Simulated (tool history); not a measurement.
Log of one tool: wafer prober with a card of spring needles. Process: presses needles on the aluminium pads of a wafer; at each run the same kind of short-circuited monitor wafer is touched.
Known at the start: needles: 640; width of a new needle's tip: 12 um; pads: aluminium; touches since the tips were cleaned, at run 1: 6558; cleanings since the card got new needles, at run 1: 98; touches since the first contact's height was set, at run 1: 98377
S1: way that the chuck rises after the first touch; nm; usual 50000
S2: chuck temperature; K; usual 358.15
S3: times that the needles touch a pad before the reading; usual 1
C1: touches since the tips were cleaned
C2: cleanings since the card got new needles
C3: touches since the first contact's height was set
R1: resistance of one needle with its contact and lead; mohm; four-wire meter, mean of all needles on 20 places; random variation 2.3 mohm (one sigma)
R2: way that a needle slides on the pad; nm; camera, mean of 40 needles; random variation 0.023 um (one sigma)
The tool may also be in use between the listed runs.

Run 1, day 0.000: usual settings; C1 6558; C2 98; C3 98377. Result: R1 312 mohm, R2 12990 nm.
At day 0.129: tips cleaned on abrasive film.
At day 0.638: tips cleaned on abrasive film.
At day 1.267: tips cleaned on abrasive film.
At day 1.900: tips cleaned on abrasive film.
At day 1.912: height of the first contact set anew.
Run 2, day 1.946: usual settings but S1 54000 nm; C1 485; C2 102; C3 485. Result: R1 294 mohm, R2 14340 nm.
At day 2.454: tips cleaned on abrasive film.
At day 2.958: tips cleaned on abrasive film.
At day 3.592: tips cleaned on abrasive film.
Run 3, day 3.658: usual settings but S1 54000 nm; C1 997; C2 105; C3 25356. Result: R1 293 mohm, R2 14240 nm.
At day 4.167: tips cleaned on abrasive film.
At day 4.796: tips cleaned on abrasive film.
Run 4, day 5.021: usual settings but S1 54000 nm; C1 3280; C2 107; C3 45163. Result: R1 302 mohm, R2 14220 nm.
At day 5.404: tips cleaned on abrasive film.
At day 6.033: tips cleaned on abrasive film.
At day 6.667: tips cleaned on abrasive film.
At day 7.171: tips cleaned on abrasive film.
At day 7.750: tips cleaned on abrasive film.
Run 5, day 7.750: usual settings but S1 54000 nm; C1 0; C2 112; C3 84743. Result: R1 291 mohm, R2 14090 nm.
At day 8.379: tips cleaned on abrasive film.
At day 9.012: tips cleaned on abrasive film.
At day 9.646: tips cleaned on abrasive film.
At day 10.150: tips cleaned on abrasive film.
Run 6, day 10.433: usual settings but S2 321.15 K; C1 4111; C2 116; C3 123745. Result: R1 299 mohm, R2 12910 nm.
At day 10.571: height of the first contact set anew.
At day 10.700: tips cleaned on abrasive film.
At day 11.204: tips cleaned on abrasive film.
At day 11.712: tips cleaned on abrasive film.
At day 12.346: tips cleaned on abrasive film.
Run 7, day 12.350: usual settings but S2 321.15 K; C1 102; C2 120; C3 25811. Result: R1 275 mohm, R2 13150 nm.
At day 12.858: tips cleaned on abrasive film.
At day 13.362: tips cleaned on abrasive film.
At day 13.871: tips cleaned on abrasive film.
Run 8, day 14.017: usual settings but S2 324.15 K; C1 2145; C2 123; C3 49989. Result: R1 293 mohm, R2 13040 nm.
At day 14.396: tips cleaned on abrasive film.
At day 15.029: tips cleaned on abrasive film.
At day 15.662: tips cleaned on abrasive film.
At day 16.167: tips cleaned on abrasive film.
At day 16.717: tips cleaned on abrasive film.
Run 9, day 16.717: usual settings but S1 59000 nm; C1 0; C2 128; C3 89162. Result: R1 282 mohm, R2 15390 nm.
At day 17.350: tips cleaned on abrasive film.
At day 17.854: tips cleaned on abrasive film.
At day 18.483: tips cleaned on abrasive film.
Run 10, day 18.483: usual settings but S1 45000 nm, S2 304.15 K; C1 0; C2 131; C3 114856. Result: R1 276 mohm, R2 11590 nm.
At day 18.992: tips cleaned on abrasive film.
At day 19.254: height of the first contact set anew.
At day 19.638: tips cleaned on abrasive film.
At day 20.267: tips cleaned on abrasive film.
Run 11, day 20.508: usual settings but S1 45000 nm, S2 304.15 K; C1 3521; C2 134; C3 18212. Result: R1 296 mohm, R2 11880 nm.
At day 20.892: tips cleaned on abrasive film.
At day 21.396: tips cleaned on abrasive film.
At day 22.029: tips cleaned on abrasive film.
At day 22.533: tips cleaned on abrasive film.
Run 12, day 23.012: usual settings but S1 45000 nm, S2 304.15 K; C1 6995; C2 138; C3 54589. Result: R1 307 mohm, R2 11810 nm.
At day 23.142: tips cleaned on abrasive film.
At day 23.650: tips cleaned on abrasive film.
At day 24.279: tips cleaned on abrasive film.
At day 24.788: tips cleaned on abrasive film.
At day 25.421: tips cleaned on abrasive film.
At day 25.925: tips cleaned on abrasive film.
Run 13, day 26.083: usual settings but S1 41000 nm, S2 349.15 K, S3 2; C1 2305; C2 144; C3 99130. Result: R1 305 mohm, R2 10610 nm.
At day 26.462: tips cleaned on abrasive film.
At day 26.971: tips cleaned on abrasive film.
At day 27.604: tips cleaned on abrasive film.
Run 14, day 27.692: usual settings but S1 46000 nm, S2 318.15 K; C1 1312; C2 147; C3 122481. Result: R1 284 mohm, R2 11840 nm.
At day 27.954: height of the first contact set anew.
At day 28.212: tips cleaned on abrasive film.
At day 28.717: tips cleaned on abrasive film.
At day 29.350: tips cleaned on abrasive film.
At day 29.854: tips cleaned on abrasive film.
At day 30.362: tips cleaned on abrasive film.
Run 15, day 30.650: usual settings but S1 39000 nm, S3 3; C1 4217; C2 152; C3 39109. Result: R1 298 mohm, R2 10210 nm.
At day 30.904: tips cleaned on abrasive film.
At day 31.412: tips cleaned on abrasive film.
At day 32.046: tips cleaned on abrasive film.
At day 32.571: tips cleaned on abrasive film.
Run 16, day 32.571: usual settings but S1 39000 nm, S3 3; C1 0; C2 156; C3 66955. Result: R1 290 mohm, R2 10110 nm.
At day 33.079: tips cleaned on abrasive film.
At day 33.708: tips cleaned on abrasive film.
Run 17, day 34.179: usual settings but S1 31000 nm, S2 350.15 K; C1 6848; C2 158; C3 90330. Result: R1 356 mohm, R2 7970 nm.

Forecast each of these 3 alternatives for the next run:
At day 34.308: tips cleaned on abrasive film.
At day 34.812: tips cleaned on abrasive film.
At day 35.446: tips cleaned on abrasive film.
At day 36.079: tips cleaned on abrasive film.
Run A, day 36.254: usual settings but S2 354.15 K; C1 2557; C2 162; C3 120433. Result: R1 ?, R2 ?.
At day 34.308: tips cleaned on abrasive film.
At day 34.812: tips cleaned on abrasive film.
At day 35.446: tips cleaned on abrasive film.
At day 36.079: tips cleaned on abrasive film.
Run B, day 36.254: usual settings but S1 60000 nm, S2 310.15 K; C1 2557; C2 162; C3 120433. Result: R1 ?, R2 ?.
At day 34.308: tips cleaned on abrasive film.
At day 34.812: tips cleaned on abrasive film.
At day 35.446: tips cleaned on abrasive film.
At day 36.079: tips cleaned on abrasive film.
Run C, day 36.254: usual settings but S1 35000 nm, S2 303.15 K, S3 2; C1 2557; C2 162; C3 120433. Result: R1 ?, R2 ?.

run   R1     R2
  A  307  12930
  B  289  15610
  C  296   8940
Without the tool's hidden state the same runs would have given:
run   R1     R2
  A  285  13270
  B  271  15950
  C  269   9290
